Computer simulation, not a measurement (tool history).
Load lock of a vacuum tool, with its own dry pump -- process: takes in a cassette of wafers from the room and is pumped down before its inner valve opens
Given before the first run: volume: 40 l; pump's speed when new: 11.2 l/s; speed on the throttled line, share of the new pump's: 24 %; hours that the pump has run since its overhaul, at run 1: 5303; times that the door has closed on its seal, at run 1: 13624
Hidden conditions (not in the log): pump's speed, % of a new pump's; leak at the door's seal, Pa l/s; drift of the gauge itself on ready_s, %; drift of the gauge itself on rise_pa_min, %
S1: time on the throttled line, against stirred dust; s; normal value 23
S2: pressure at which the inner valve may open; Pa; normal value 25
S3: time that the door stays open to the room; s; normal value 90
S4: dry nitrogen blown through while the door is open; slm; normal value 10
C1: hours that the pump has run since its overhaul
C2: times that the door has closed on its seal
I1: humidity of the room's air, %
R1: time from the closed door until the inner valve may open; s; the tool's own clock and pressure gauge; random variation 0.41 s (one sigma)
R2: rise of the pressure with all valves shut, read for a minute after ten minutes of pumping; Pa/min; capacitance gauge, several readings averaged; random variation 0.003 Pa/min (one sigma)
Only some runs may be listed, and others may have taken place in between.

{"run": 1, "hour": 0.0, "S1": 23, "S2": 25, "S3": 90, "S4": 10, "C1": 5303, "C2": 13624, "I1": 43.0, "R1": 49.6, "R2": 0.127}
{"run": 2, "hour": 119.6, "S1": 19, "S2": 25, "S3": 90, "S4": 10, "C1": 5422, "C2": 13966, "I1": 46.5, "R1": 47.1, "R2": 0.128}
{"run": 3, "hour": 249.3, "S1": 19, "S2": 25, "S3": 90, "S4": 10, "C1": 5552, "C2": 14338, "I1": 43.3, "R1": 46.5, "R2": 0.128}
{"run": 4, "hour": 365.7, "S1": 19, "S2": 25, "S3": 90, "S4": 10, "C1": 5668, "C2": 14671, "I1": 48.2, "R1": 46.3, "R2": 0.139}
{"run": 5, "hour": 437.2, "S1": 19, "S2": 25, "S3": 90, "S4": 10, "C1": 5740, "C2": 14876, "I1": 46.1, "R1": 47.1, "R2": 0.135}
{"run": 6, "hour": 539.4, "S1": 23, "S2": 25, "S3": 234, "S4": 10, "C1": 5842, "C2": 15168, "I1": 44.8, "R1": 49.2, "R2": 0.162}
{"run": 7, "hour": 672.6, "S1": 23, "S2": 25, "S3": 234, "S4": 10, "C1": 5975, "C2": 15550, "I1": 44.5, "R1": 49.5, "R2": 0.169}
{"run": 8, "hour": 794.8, "S1": 23, "S2": 25, "S3": 90, "S4": 10, "C1": 6097, "C2": 15900, "I1": 47.9, "R1": 49.4, "R2": 0.149}
{"run": 9, "hour": 912.4, "S1": 23, "S2": 25, "S3": 90, "S4": 10, "C1": 6215, "C2": 16236, "I1": 48.9, "R1": 50.7, "R2": 0.16}
{"run": 10, "hour": 1008.9, "S1": 23, "S2": 25, "S3": 90, "S4": 10, "C1": 6311, "C2": 16512, "I1": 41.4, "R1": 49.6, "R2": 0.153}
{"run": 11, "hour": 1090.1, "S1": 23, "S2": 25, "S3": 90, "S4": 10, "C1": 6393, "C2": 16745, "I1": 46.2, "R1": 50.2, "R2": 0.155}
{"run": 12, "hour": 1198.7, "S1": 23, "S2": 40, "S3": 90, "S4": 10, "C1": 6501, "C2": 17056, "I1": 47.9, "R1": 47.6, "R2": 0.161}
{"run": 13, "hour": 1313.8, "S1": 23, "S2": 40, "S3": 90, "S4": 10, "C1": 6616, "C2": 17385, "I1": 48.7, "R1": 47.6, "R2": 0.166}
{"run": 14, "hour": 1421.6, "S1": 16, "S2": 20, "S3": 148, "S4": 19, "C1": 6724, "C2": 17694, "I1": 44.7, "R1": 45.7, "R2": 0.163}
{"run": 15, "hour": 1487.2, "S1": 22, "S2": 26, "S3": 90, "S4": 10, "C1": 6790, "C2": 17882, "I1": 45.1, "R1": 48.4, "R2": 0.169}
{"run": 16, "hour": 1617.4, "S1": 23, "S2": 25, "S3": 90, "S4": 4, "C1": 6920, "C2": 18255, "I1": 46.6, "R1": 49.6, "R2": 0.179}
{"run": 17, "hour": 1710.7, "S1": 23, "S2": 22, "S3": 163, "S4": 10, "C1": 7013, "C2": 18522, "I1": 46.8, "R1": 50.7, "R2": 0.193}
{"run": 18, "hour": 1810.2, "S1": 42, "S2": 24, "S3": 90, "S4": 8, "C1": 7113, "C2": 18806, "I1": 44.4, "R1": 64.0, "R2": 0.183}
{"run": 19, "hour": 1869.4, "S1": 25, "S2": 25, "S3": 90, "S4": 39, "C1": 7172, "C2": 18976, "I1": 42.4, "R1": 51.6, "R2": 0.161}
{"run": 20, "hour": 1937.5, "S1": 14, "S2": 48, "S3": 185, "S4": 6, "C1": 7240, "C2": 19171, "I1": 42.9, "R1": 41.2, "R2": 0.202}
{"run": 21, "hour": 2034.4, "S1": 23, "S2": 29, "S3": 223, "S4": 10, "C1": 7337, "C2": 19448, "I1": 44.9, "R1": 49.3, "R2": 0.212}
{"run": 22, "hour": 2141.7, "S1": 23, "S2": 25, "S3": 103, "S4": 10, "C1": 7444, "C2": 19755, "I1": 46.4, "R1": 50.0, "R2": 0.187}
{"run": 23, "hour": 2200.4, "S1": 32, "S2": 39, "S3": 68, "S4": 6, "C1": 7503, "C2": 19923, "I1": 44.4, "R1": 55.3, "R2": 0.188}
{"run": 24, "hour": 2315.3, "S1": 22, "S2": 20, "S3": 187, "S4": 25, "C1": 7618, "C2": 20252, "I1": 45.8, "R1": 50.3, "R2": 0.197}
{"run": 25, "hour": 2370.2, "S1": 36, "S2": 25, "S3": 90, "S4": 10, "C1": 7673, "C2": 20410, "I1": 44.0, "R1": 60.3, "R2": 0.192}

Here are 5 independent what-if runs from the current tool condition. What would each one return?
{"run": "A", "hour": 2440.7, "S1": 33, "S2": 25, "S3": 31, "S4": 28, "C1": 7743, "C2": 20611, "I1": 42.3, "R1": "?", "R2": "?"}
{"run": "B", "hour": 2440.7, "S1": 36, "S2": 25, "S3": 90, "S4": 5, "C1": 7743, "C2": 20611, "I1": 47.4, "R1": "?", "R2": "?"}
{"run": "C", "hour": 2440.7, "S1": 23, "S2": 21, "S3": 71, "S4": 21, "C1": 7743, "C2": 20611, "I1": 42.5, "R1": "?", "R2": "?"}
{"run": "D", "hour": 2440.7, "S1": 15, "S2": 30, "S3": 90, "S4": 9, "C1": 7743, "C2": 20611, "I1": 43.3, "R1": "?", "R2": "?"}
{"run": "E", "hour": 2440.7, "S1": 23, "S2": 19, "S3": 90, "S4": 14, "C1": 7743, "C2": 20611, "I1": 44.7, "R1": "?", "R2": "?"}

run=A R1=58.0 R2=0.181
run=B R1=59.1 R2=0.206
run=C R1=50.7 R2=0.183
run=D R1=44.0 R2=0.206
run=E R1=51.1 R2=0.195
Without the tool's hidden state the same runs would have given:
run=A R1=55.2 R2=0.027
run=B R1=56.4 R2=0.048
run=C R1=47.6 R2=0.027
run=D R1=40.7 R2=0.046
run=E R1=47.8 R2=0.037
